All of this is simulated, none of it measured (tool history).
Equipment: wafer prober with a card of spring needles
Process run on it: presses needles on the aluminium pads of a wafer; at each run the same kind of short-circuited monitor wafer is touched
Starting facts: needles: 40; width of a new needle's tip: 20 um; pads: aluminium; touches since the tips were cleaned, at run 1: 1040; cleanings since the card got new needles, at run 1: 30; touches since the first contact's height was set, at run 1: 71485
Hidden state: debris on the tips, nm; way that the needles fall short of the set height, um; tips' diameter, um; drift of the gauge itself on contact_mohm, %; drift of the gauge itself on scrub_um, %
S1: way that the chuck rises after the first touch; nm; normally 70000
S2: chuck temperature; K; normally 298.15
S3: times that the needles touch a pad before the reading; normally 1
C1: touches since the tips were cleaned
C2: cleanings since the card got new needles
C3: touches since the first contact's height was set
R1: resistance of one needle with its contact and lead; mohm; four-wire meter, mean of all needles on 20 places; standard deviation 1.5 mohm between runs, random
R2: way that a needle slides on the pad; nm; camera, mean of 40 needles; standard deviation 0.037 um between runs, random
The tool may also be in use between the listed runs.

run	hour	S1	S2	S3	C1	C2	C3	R1	R2
1	0.0	70000	298.15	1	1040	30	71485	145	13310
# hour 3.1: tips cleaned on abrasive film
# hour 5.6: height of the first contact set anew
# hour 8.5: tips cleaned on abrasive film
2	11.8	70000	298.15	1	1471	32	2754	145	13340
# hour 14.1: tips cleaned on abrasive film
# hour 19.0: tips cleaned on abrasive film
# hour 24.8: tips cleaned on abrasive film
3	27.5	70000	298.15	1	1238	35	9759	145	13330
# hour 29.7: tips cleaned on abrasive film
4	34.4	54000	298.15	1	2125	36	12839	150	10280
# hour 35.7: tips cleaned on abrasive film
# hour 41.3: tips cleaned on abrasive film
# hour 47.2: tips cleaned on abrasive film
5	47.6	54000	298.15	1	182	39	18699	146	10260
# hour 52.3: tips cleaned on abrasive film
6	56.3	70000	327.15	1	1821	40	22637	148	13300
# hour 57.6: tips cleaned on abrasive film
# hour 63.6: tips cleaned on abrasive film
# hour 69.0: tips cleaned on abrasive film
7	69.0	70000	298.15	3	10	43	28261	142	13350
# hour 74.5: tips cleaned on abrasive film
# hour 79.9: tips cleaned on abrasive film
8	80.7	70000	298.15	3	363	45	33486	143	13360
# hour 85.4: tips cleaned on abrasive film
# hour 91.4: tips cleaned on abrasive film
9	92.8	70000	298.15	1	602	47	38859	147	13310
# hour 96.7: tips cleaned on abrasive film
10	101.0	70000	298.15	3	1957	48	42550	144	13290
# hour 101.9: tips cleaned on abrasive film
# hour 107.7: tips cleaned on abrasive film
11	110.6	70000	298.15	3	1307	50	46820	146	13310
# hour 113.5: tips cleaned on abrasive film
# hour 119.0: tips cleaned on abrasive film
12	123.0	70000	298.15	3	1848	52	52381	145	13280
# hour 124.3: tips cleaned on abrasive film
# hour 129.6: tips cleaned on abrasive film
# hour 134.6: tips cleaned on abrasive film
13	136.8	70000	298.15	3	1029	55	58510	146	13350
# hour 140.3: tips cleaned on abrasive film
# hour 145.8: tips cleaned on abrasive film
14	149.3	70000	298.15	3	1567	57	64066	143	13350
# hour 151.2: tips cleaned on abrasive film
# hour 157.1: tips cleaned on abrasive film
# hour 162.8: tips cleaned on abrasive film
15	165.4	66000	298.15	1	1201	60	71272	146	12600
# hour 168.2: tips cleaned on abrasive film
# hour 171.2: height of the first contact set anew
16	173.2	50000	349.15	1	2110	61	906	157	9490
# hour 174.4: tips cleaned on abrasive film
# hour 179.4: tips cleaned on abrasive film
17	182.2	50000	392.15	1	1253	63	4897	165	9520
# hour 184.6: tips cleaned on abrasive film
# hour 189.5: tips cleaned on abrasive film
18	191.6	57000	298.15	1	930	65	9084	147	10810
# hour 194.5: tips cleaned on abrasive film
19	198.3	88000	299.15	1	1749	66	12096	144	16720
# hour 199.6: tips cleaned on abrasive film
# hour 205.0: tips cleaned on abrasive film
20	207.9	70000	374.15	1	1317	68	16367	158	13260
# hour 210.6: tips cleaned on abrasive film
# hour 215.9: tips cleaned on abrasive film
21	216.1	55000	334.15	2	74	70	19982	154	10430
# hour 221.4: tips cleaned on abrasive film
# hour 226.6: tips cleaned on abrasive film
22	230.7	56000	306.15	1	1874	72	26540	150	10590
# hour 231.9: tips cleaned on abrasive film
# hour 237.2: tips cleaned on abrasive film
23	239.4	55000	298.15	2	1006	74	30413	147	10490
# hour 242.6: tips cleaned on abrasive film
# hour 247.7: tips cleaned on abrasive film
# hour 252.9: tips cleaned on abrasive film
24	253.3	88000	301.15	1	200	77	36565	143	16900
# hour 258.9: tips cleaned on abrasive film
# hour 264.5: tips cleaned on abrasive film
25	265.1	69000	327.15	1	271	79	41832	149	13080
# hour 270.5: tips cleaned on abrasive film
26	271.7	70000	299.15	1	533	80	44780	145	13310

Run 27, settings as shown, results not yet in. Your forecast:
# hour 275.7: tips cleaned on abrasive film
# hour 280.9: tips cleaned on abrasive film
27	285.6	51000	299.15	1	2148	82	51006	?	?

Logged for run 27: R1 147 mohm, R2 9690 nm.
Take away the tool's hidden state, keep the run-to-run variation as it was, and the same run would have given R1 146 mohm, R2 9690 nm.
